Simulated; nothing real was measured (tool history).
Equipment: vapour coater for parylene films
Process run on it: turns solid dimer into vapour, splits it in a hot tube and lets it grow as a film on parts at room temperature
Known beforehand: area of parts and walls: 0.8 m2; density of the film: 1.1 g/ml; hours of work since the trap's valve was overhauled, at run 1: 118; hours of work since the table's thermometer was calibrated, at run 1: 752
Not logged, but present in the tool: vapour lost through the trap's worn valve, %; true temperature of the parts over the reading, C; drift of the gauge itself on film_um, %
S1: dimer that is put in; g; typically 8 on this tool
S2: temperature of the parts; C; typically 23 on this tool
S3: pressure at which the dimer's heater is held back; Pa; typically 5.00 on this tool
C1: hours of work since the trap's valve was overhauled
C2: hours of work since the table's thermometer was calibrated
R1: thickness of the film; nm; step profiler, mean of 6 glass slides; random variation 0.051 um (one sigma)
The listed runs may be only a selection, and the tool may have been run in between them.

{"run": 1, "hour": 0.0, "S1": 8, "S2": 23, "S3": 5.0, "C1": 118, "C2": 752, "R1": 5700}
{"run": 2, "hour": 42.1, "S1": 8, "S2": 23, "S3": 5.0, "C1": 137, "C2": 771, "R1": 5610}
{"run": 3, "hour": 71.5, "S1": 8, "S2": 23, "S3": 5.0, "C1": 150, "C2": 784, "R1": 5670}
{"run": 4, "hour": 120.7, "S1": 8, "S2": 23, "S3": 5.0, "C1": 172, "C2": 806, "R1": 5530}
{"run": 5, "hour": 168.4, "S1": 8, "S2": 23, "S3": 5.0, "C1": 193, "C2": 828, "R1": 5560}
{"run": 6, "hour": 204.7, "S1": 8, "S2": 23, "S3": 5.0, "C1": 210, "C2": 844, "R1": 5480}
{"run": 7, "hour": 254.6, "S1": 8, "S2": 23, "S3": 5.0, "C1": 232, "C2": 866, "R1": 5430}
{"run": 8, "hour": 305.2, "S1": 8, "S2": 23, "S3": 2.51, "C1": 255, "C2": 889, "R1": 5720}
{"hour": 322.1, "done": "trap's valve overhauled"}
{"run": 9, "hour": 349.3, "S1": 8, "S2": 23, "S3": 2.51, "C1": 12, "C2": 907, "R1": 6410}
{"run": 10, "hour": 394.4, "S1": 8, "S2": 23, "S3": 2.51, "C1": 32, "C2": 927, "R1": 6250}
{"run": 11, "hour": 434.5, "S1": 8, "S2": 23, "S3": 2.51, "C1": 50, "C2": 945, "R1": 6280}
{"run": 12, "hour": 467.7, "S1": 8, "S2": 23, "S3": 5.0, "C1": 65, "C2": 960, "R1": 5940}
{"run": 13, "hour": 518.0, "S1": 8, "S2": 23, "S3": 5.0, "C1": 88, "C2": 982, "R1": 5830}
{"run": 14, "hour": 553.0, "S1": 8, "S2": 23, "S3": 5.0, "C1": 103, "C2": 998, "R1": 5790}
{"run": 15, "hour": 588.2, "S1": 8, "S2": 23, "S3": 5.0, "C1": 119, "C2": 1014, "R1": 5740}
{"run": 16, "hour": 625.9, "S1": 8, "S2": 23, "S3": 5.0, "C1": 136, "C2": 1031, "R1": 5710}
{"run": 17, "hour": 674.1, "S1": 8, "S2": 23, "S3": 5.0, "C1": 157, "C2": 1052, "R1": 5760}
{"run": 18, "hour": 700.6, "S1": 8, "S2": 23, "S3": 5.0, "C1": 169, "C2": 1064, "R1": 5650}
{"run": 19, "hour": 754.2, "S1": 8, "S2": 23, "S3": 5.0, "C1": 193, "C2": 1088, "R1": 5690}
{"run": 20, "hour": 786.2, "S1": 8, "S2": 23, "S3": 5.0, "C1": 208, "C2": 1102, "R1": 5520}
{"run": 21, "hour": 834.8, "S1": 8, "S2": 23, "S3": 3.7, "C1": 229, "C2": 1124, "R1": 5620}
{"run": 22, "hour": 880.0, "S1": 8, "S2": 23, "S3": 3.7, "C1": 250, "C2": 1144, "R1": 5580}
{"hour": 908.1, "done": "trap's valve overhauled"}
{"run": 23, "hour": 925.5, "S1": 8, "S2": 23, "S3": 3.7, "C1": 8, "C2": 1163, "R1": 6110}
{"run": 24, "hour": 956.4, "S1": 8, "S2": 23, "S3": 3.7, "C1": 22, "C2": 1177, "R1": 6130}
{"run": 25, "hour": 1005.6, "S1": 5, "S2": 18, "S3": 11.67, "C1": 44, "C2": 1199, "R1": 4430}
{"run": 26, "hour": 1031.0, "S1": 4, "S2": 18, "S3": 7.58, "C1": 55, "C2": 1210, "R1": 3610}
{"run": 27, "hour": 1067.8, "S1": 4, "S2": 19, "S3": 5.0, "C1": 71, "C2": 1227, "R1": 3610}
{"run": 28, "hour": 1117.5, "S1": 9, "S2": 21, "S3": 5.0, "C1": 94, "C2": 1249, "R1": 7160}
{"run": 29, "hour": 1156.9, "S1": 9, "S2": 21, "S3": 5.0, "C1": 111, "C2": 1266, "R1": 7170}
{"run": 30, "hour": 1196.4, "S1": 7, "S2": 24, "S3": 5.13, "C1": 129, "C2": 1284, "R1": 4740}
{"run": 31, "hour": 1243.3, "S1": 7, "S2": 16, "S3": 10.37, "C1": 150, "C2": 1305, "R1": 6640}
{"run": 32, "hour": 1275.1, "S1": 7, "S2": 16, "S3": 10.37, "C1": 164, "C2": 1319, "R1": 6480}
{"run": 33, "hour": 1314.9, "S1": 5, "S2": 23, "S3": 4.73, "C1": 182, "C2": 1337, "R1": 3530}
{"run": 34, "hour": 1345.5, "S1": 5, "S2": 19, "S3": 3.7, "C1": 196, "C2": 1351, "R1": 4370}
{"run": 35, "hour": 1399.0, "S1": 8, "S2": 17, "S3": 4.88, "C1": 220, "C2": 1375, "R1": 7510}
{"run": 36, "hour": 1445.8, "S1": 8, "S2": 23, "S3": 10.14, "C1": 241, "C2": 1396, "R1": 5290}
{"hour": 1493.0, "done": "trap's valve overhauled"}
{"run": 37, "hour": 1495.3, "S1": 13, "S2": 34, "S3": 5.86, "C1": 1, "C2": 1416, "R1": 5690}
{"run": 38, "hour": 1540.2, "S1": 13, "S2": 34, "S3": 5.86, "C1": 21, "C2": 1436, "R1": 5500}
{"run": 39, "hour": 1582.4, "S1": 8, "S2": 17, "S3": 5.0, "C1": 40, "C2": 1455, "R1": 7960}
{"run": 40, "hour": 1614.7, "S1": 8, "S2": 17, "S3": 5.0, "C1": 54, "C2": 1469, "R1": 8030}
{"run": 41, "hour": 1651.0, "S1": 8, "S2": 17, "S3": 5.0, "C1": 71, "C2": 1486, "R1": 8000}
{"run": 42, "hour": 1677.1, "S1": 8, "S2": 17, "S3": 5.0, "C1": 82, "C2": 1497, "R1": 7880}
{"run": 43, "hour": 1702.5, "S1": 6, "S2": 25, "S3": 2.19, "C1": 94, "C2": 1509, "R1": 4250}
{"run": 44, "hour": 1741.6, "S1": 6, "S2": 27, "S3": 4.67, "C1": 111, "C2": 1526, "R1": 3680}
{"run": 45, "hour": 1779.7, "S1": 4, "S2": 27, "S3": 2.3, "C1": 128, "C2": 1543, "R1": 2540}

Consider 5 possible next runs. They are alternatives, not a sequence: every one starts from the tool as it was left by run 45. What does each give?
{"run": "A", "hour": 1828.1, "S1": 4, "S2": 29, "S3": 5.85, "C1": 150, "C2": 1565, "R1": "?"}
{"run": "B", "hour": 1828.1, "S1": 9, "S2": 15, "S3": 3.2, "C1": 150, "C2": 1565, "R1": "?"}
{"run": "C", "hour": 1828.1, "S1": 3, "S2": 33, "S3": 5.19, "C1": 150, "C2": 1565, "R1": "?"}
{"run": "D", "hour": 1828.1, "S1": 8, "S2": 17, "S3": 6.36, "C1": 150, "C2": 1565, "R1": "?"}
{"run": "E", "hour": 1828.1, "S1": 11, "S2": 27, "S3": 2.3, "C1": 150, "C2": 1565, "R1": "?"}

run=A R1=2150
run=B R1=9440
run=C R1=1350
run=D R1=7510
run=E R1=6900
Without the tool's hidden state the same runs would have given:
run=A R1=2180
run=B R1=10020
run=C R1=1370
run=D R1=7600
run=E R1=6990
